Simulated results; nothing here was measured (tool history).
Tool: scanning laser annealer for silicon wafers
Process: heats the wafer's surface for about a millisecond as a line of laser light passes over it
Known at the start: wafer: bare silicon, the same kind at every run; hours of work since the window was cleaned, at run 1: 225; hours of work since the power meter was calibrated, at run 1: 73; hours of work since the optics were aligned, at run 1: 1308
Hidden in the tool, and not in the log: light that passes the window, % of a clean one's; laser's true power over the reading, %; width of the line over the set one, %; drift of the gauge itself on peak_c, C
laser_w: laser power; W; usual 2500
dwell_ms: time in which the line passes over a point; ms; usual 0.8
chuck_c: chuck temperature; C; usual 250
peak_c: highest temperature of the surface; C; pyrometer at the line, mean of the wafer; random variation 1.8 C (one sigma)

run	hour	laser_w	dwell_ms	chuck_c	hours of work since the window was cleaned	hours of work since the power meter was calibrated	hours of work since the optics were aligned	peak_c
1	0.0	2500	0.8	250	225	73	1308	979
2	8.7	2500	0.8	250	229	78	1313	978
3	16.8	2500	0.8	250	234	82	1317	976
4	26.7	2500	0.8	250	239	87	1322	976
5	36.6	2500	0.8	289	244	92	1328	1013
6	43.5	2421	0.8	289	248	96	1331	987
7	54.4	2421	0.8	289	253	102	1337	988
8	62.4	2500	0.8	250	257	106	1341	973
9	74.4	2500	0.8	250	264	112	1347	976
10	88.3	2500	0.8	250	271	119	1355	975
11	102.8	2500	0.8	250	279	127	1362	973

The next listed run, before its measurement:
12	118.1	2500	0.8	250	287	135	1370	?

peak_c: 976 C
Without the tool's hidden state the same run would have given peak_c 999 C.
